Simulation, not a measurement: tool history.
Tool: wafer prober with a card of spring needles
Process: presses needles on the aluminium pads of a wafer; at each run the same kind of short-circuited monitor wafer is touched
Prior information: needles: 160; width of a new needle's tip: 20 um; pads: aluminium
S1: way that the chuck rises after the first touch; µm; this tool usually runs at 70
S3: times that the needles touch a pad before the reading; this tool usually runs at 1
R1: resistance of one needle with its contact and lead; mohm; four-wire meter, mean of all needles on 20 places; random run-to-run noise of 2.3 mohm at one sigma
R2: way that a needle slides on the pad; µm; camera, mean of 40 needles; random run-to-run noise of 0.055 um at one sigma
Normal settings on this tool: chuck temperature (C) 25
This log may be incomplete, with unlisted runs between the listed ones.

{"run": 1, "hour": 0.0, "S1": 70, "chuck temperature (C)": 25, "S3": 1, "R1": 335, "R2": 14.28}
{"hour": 32.2, "done": "tips cleaned on abrasive film"}
{"run": 2, "hour": 55.6, "S1": 70, "chuck temperature (C)": 25, "S3": 1, "R1": 445, "R2": 14.15}
{"hour": 68.7, "done": "tips cleaned on abrasive film"}
{"hour": 107.3, "done": "tips cleaned on abrasive film"}
{"run": 3, "hour": 130.5, "S1": 79, "chuck temperature (C)": 25, "S3": 1, "R1": 408, "R2": 16.05}
{"hour": 140.5, "done": "tips cleaned on abrasive film"}
{"run": 4, "hour": 172.6, "S1": 79, "chuck temperature (C)": 25, "S3": 1, "R1": 410, "R2": 16.09}
{"hour": 179.0, "done": "tips cleaned on abrasive film"}
{"hour": 214.1, "done": "tips cleaned on abrasive film"}
{"run": 5, "hour": 220.8, "S1": 76, "chuck temperature (C)": 25, "S3": 1, "R1": 339, "R2": 15.53}
{"hour": 247.9, "done": "tips cleaned on abrasive film"}
{"hour": 281.4, "done": "tips cleaned on abrasive film"}
{"run": 6, "hour": 299.1, "S1": 70, "chuck temperature (C)": 34, "S3": 1, "R1": 425, "R2": 14.17}
{"hour": 317.0, "done": "tips cleaned on abrasive film"}
{"hour": 352.8, "done": "tips cleaned on abrasive film"}
{"run": 7, "hour": 363.0, "S1": 70, "chuck temperature (C)": 34, "S3": 1, "R1": 389, "R2": 14.27}
{"hour": 386.5, "done": "tips cleaned on abrasive film"}
{"hour": 419.4, "done": "tips cleaned on abrasive film"}
{"run": 8, "hour": 428.4, "S1": 70, "chuck temperature (C)": 34, "S3": 1, "R1": 385, "R2": 14.19}
{"hour": 453.2, "done": "tips cleaned on abrasive film"}
{"hour": 489.6, "done": "tips cleaned on abrasive film"}
{"run": 9, "hour": 506.2, "S1": 70, "chuck temperature (C)": 34, "S3": 1, "R1": 439, "R2": 14.09}
{"hour": 522.9, "done": "tips cleaned on abrasive film"}
{"run": 10, "hour": 551.3, "S1": 70, "chuck temperature (C)": 34, "S3": 1, "R1": 468, "R2": 14.12}
{"hour": 562.1, "done": "tips cleaned on abrasive film"}
{"hour": 597.0, "done": "tips cleaned on abrasive film"}
{"run": 11, "hour": 626.4, "S1": 70, "chuck temperature (C)": 34, "S3": 1, "R1": 461, "R2": 14.07}
{"hour": 633.4, "done": "tips cleaned on abrasive film"}
{"hour": 671.4, "done": "tips cleaned on abrasive film"}
{"run": 12, "hour": 671.9, "S1": 70, "chuck temperature (C)": 34, "S3": 2, "R1": 273, "R2": 14.05}
{"hour": 706.8, "done": "tips cleaned on abrasive film"}
{"hour": 744.4, "done": "tips cleaned on abrasive film"}
{"run": 13, "hour": 744.4, "S1": 70, "chuck temperature (C)": 30, "S3": 1, "R1": 270, "R2": 14.06}
{"hour": 777.9, "done": "tips cleaned on abrasive film"}
{"hour": 814.3, "done": "tips cleaned on abrasive film"}
{"run": 14, "hour": 814.3, "S1": 61, "chuck temperature (C)": 66, "S3": 2, "R1": 285, "R2": 12.17}
{"hour": 849.0, "done": "tips cleaned on abrasive film"}
{"hour": 849.3, "done": "height of the first contact set anew"}
{"hour": 884.0, "done": "tips cleaned on abrasive film"}
{"run": 15, "hour": 885.7, "S1": 61, "chuck temperature (C)": 66, "S3": 2, "R1": 299, "R2": 12.62}
{"hour": 921.1, "done": "tips cleaned on abrasive film"}
{"run": 16, "hour": 946.7, "S1": 61, "chuck temperature (C)": 66, "S3": 2, "R1": 417, "R2": 12.53}
{"hour": 959.7, "done": "tips cleaned on abrasive film"}
{"run": 17, "hour": 992.1, "S1": 61, "chuck temperature (C)": 68, "S3": 1, "R1": 524, "R2": 12.57}
{"hour": 996.3, "done": "tips cleaned on abrasive film"}
{"hour": 1029.6, "done": "tips cleaned on abrasive film"}
{"run": 18, "hour": 1029.6, "S1": 55, "chuck temperature (C)": 68, "S3": 3, "R1": 283, "R2": 11.25}
{"hour": 1068.9, "done": "tips cleaned on abrasive film"}
{"run": 19, "hour": 1081.0, "S1": 55, "chuck temperature (C)": 68, "S3": 3, "R1": 352, "R2": 11.24}
{"hour": 1107.7, "done": "tips cleaned on abrasive film"}
{"run": 20, "hour": 1129.2, "S1": 58, "chuck temperature (C)": 88, "S3": 1, "R1": 525, "R2": 11.81}
{"hour": 1141.0, "done": "tips cleaned on abrasive film"}
{"hour": 1177.6, "done": "tips cleaned on abrasive film"}
{"run": 21, "hour": 1196.0, "S1": 58, "chuck temperature (C)": 88, "S3": 1, "R1": 509, "R2": 11.84}
{"hour": 1211.2, "done": "tips cleaned on abrasive film"}
{"run": 22, "hour": 1240.3, "S1": 52, "chuck temperature (C)": 43, "S3": 1, "R1": 629, "R2": 10.58}
{"hour": 1244.9, "done": "tips cleaned on abrasive film"}
{"hour": 1281.1, "done": "tips cleaned on abrasive film"}
{"hour": 1314.2, "done": "tips cleaned on abrasive film"}
{"run": 23, "hour": 1315.2, "S1": 51, "chuck temperature (C)": 25, "S3": 2, "R1": 300, "R2": 10.39}

Alternative continuations, all from the tool just after run 23; predict every row:
{"hour": 1349.3, "done": "tips cleaned on abrasive film"}
{"run": "A", "hour": 1366.8, "S1": 83, "chuck temperature (C)": 54, "S3": 1, "R1": "?", "R2": "?"}
{"hour": 1349.3, "done": "tips cleaned on abrasive film"}
{"run": "B", "hour": 1366.8, "S1": 57, "chuck temperature (C)": 52, "S3": 1, "R1": "?", "R2": "?"}
{"hour": 1349.3, "done": "tips cleaned on abrasive film"}
{"run": "C", "hour": 1366.8, "S1": 51, "chuck temperature (C)": 26, "S3": 2, "R1": "?", "R2": "?"}

run=A R1=390 R2=16.96
run=B R1=538 R2=11.65
run=C R1=472 R2=10.38
Without the tool's hidden state the same runs would have given:
run=A R1=257 R2=17.15
run=B R1=266 R2=11.84
run=C R1=261 R2=10.57
